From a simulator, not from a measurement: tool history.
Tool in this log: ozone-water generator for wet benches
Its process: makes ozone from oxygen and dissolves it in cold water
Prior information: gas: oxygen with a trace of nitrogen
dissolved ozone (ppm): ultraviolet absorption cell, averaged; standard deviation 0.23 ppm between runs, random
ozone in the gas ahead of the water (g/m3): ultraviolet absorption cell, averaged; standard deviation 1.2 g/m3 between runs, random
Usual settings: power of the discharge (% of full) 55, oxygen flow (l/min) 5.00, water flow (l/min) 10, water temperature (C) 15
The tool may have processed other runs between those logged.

| run | day | power of the discharge (% of full) | oxygen flow (l/min) | water flow (l/min) | water temperature (C) | dissolved ozone (ppm) | ozone in the gas ahead of the water (g/m3) |
|---|---|---|---|---|---|---|---|
| 1 | 0.000 | 55 | 5.00 | 10 | 15 | 27.2 | 186.9 |
| 2 | 6.825 | 55 | 5.00 | 10 | 15 | 27.3 | 187.8 |
| 3 | 13.412 | 55 | 5.00 | 10 | 15 | 26.8 | 185.8 |
| 4 | 22.683 | 88 | 5.00 | 10 | 15 | 33.1 | 230.5 |
| 5 | 32.454 | 88 | 5.00 | 10 | 15 | 32.6 | 225.5 |
| 6 | 38.233 | 88 | 5.00 | 10 | 15 | 32.4 | 225.1 |
| 7 | 42.342 | 88 | 5.00 | 10 | 15 | 32.8 | 223.0 |
| 8 | 51.683 | 88 | 5.00 | 10 | 15 | 31.9 | 221.2 |
|  | 53.121 | water thermometer calibrated |
|  | 54.733 | electrodes of the discharge changed |
|  | 60.854 | contactor cleaned |
| 9 | 60.867 | 88 | 5.00 | 10 | 15 | 44.3 | 285.3 |
| 10 | 67.175 | 88 | 5.00 | 10 | 15 | 44.1 | 287.4 |
| 11 | 75.296 | 88 | 5.00 | 10 | 15 | 43.9 | 284.5 |
| 12 | 83.412 | 55 | 5.00 | 11 | 15 | 31.1 | 215.7 |
| 13 | 89.562 | 73 | 5.00 | 11 | 15 | 36.1 | 250.4 |
| 14 | 98.758 | 55 | 5.00 | 10 | 15 | 33.0 | 213.4 |
| 15 | 105.871 | 55 | 5.00 | 10 | 15 | 32.6 | 212.3 |
| 16 | 113.275 | 55 | 5.00 | 10 | 15 | 32.3 | 210.1 |
| 17 | 118.275 | 55 | 2.95 | 9 | 15 | 36.1 | 282.4 |
| 18 | 122.850 | 78 | 5.00 | 10 | 9 | 43.0 | 253.4 |
| 19 | 130.792 | 78 | 5.00 | 10 | 9 | 42.7 | 250.0 |
| 20 | 138.221 | 41 | 5.00 | 10 | 21 | 23.8 | 176.6 |
| 21 | 144.025 | 66 | 5.00 | 10 | 21 | 30.7 | 228.9 |
| 22 | 152.471 | 66 | 5.00 | 11 | 11 | 34.0 | 224.8 |
| 23 | 157.396 | 91 | 8.34 | 10 | 19 | 32.9 | 203.1 |
| 24 | 166.996 | 50 | 6.68 | 10 | 13 | 29.2 | 165.3 |
| 25 | 174.275 | 76 | 5.69 | 10 | 13 | 36.2 | 222.5 |
| 26 | 181.696 | 43 | 7.57 | 15 | 8 | 20.3 | 141.6 |
| 27 | 189.033 | 43 | 7.57 | 15 | 8 | 20.4 | 139.8 |
| 28 | 198.450 | 55 | 5.00 | 15 | 19 | 19.3 | 198.0 |
| 29 | 208.008 | 93 | 3.70 | 9 | 17 | 40.6 | 301.0 |
| 30 | 212.304 | 93 | 3.70 | 9 | 17 | 40.2 | 301.2 |
| 31 | 216.771 | 98 | 4.94 | 7 | 11 | 53.5 | 262.3 |
| 32 | 225.350 | 43 | 2.54 | 13 | 15 | 19.9 | 249.4 |

Forecast each of these 5 alternatives for the next run:
| A | 231.558 | 55 | 5.00 | 10 | 17 | ? | ? |
| B | 231.558 | 43 | 5.80 | 13 | 15 | ? | ? |
| C | 231.558 | 43 | 2.92 | 6 | 20 | ? | ? |
| D | 231.558 | 55 | 5.00 | 12 | 9 | ? | ? |
| E | 231.558 | 55 | 6.77 | 8 | 15 | ? | ? |

| run | dissolved ozone (ppm) | ozone in the gas ahead of the water (g/m3) |
|---|---|---|
| A | 26.9 | 195.6 |
| B | 19.7 | 158.3 |
| C | 35.1 | 232.2 |
| D | 26.5 | 193.8 |
| E | 30.5 | 163.3 |
Without the tool's hidden state the same runs would have given:
| run | dissolved ozone (ppm) | ozone in the gas ahead of the water (g/m3) |
|---|---|---|
| A | 33.2 | 223.4 |
| B | 24.0 | 177.1 |
| C | 41.6 | 260.0 |
| D | 32.8 | 221.2 |
| E | 37.3 | 186.6 |
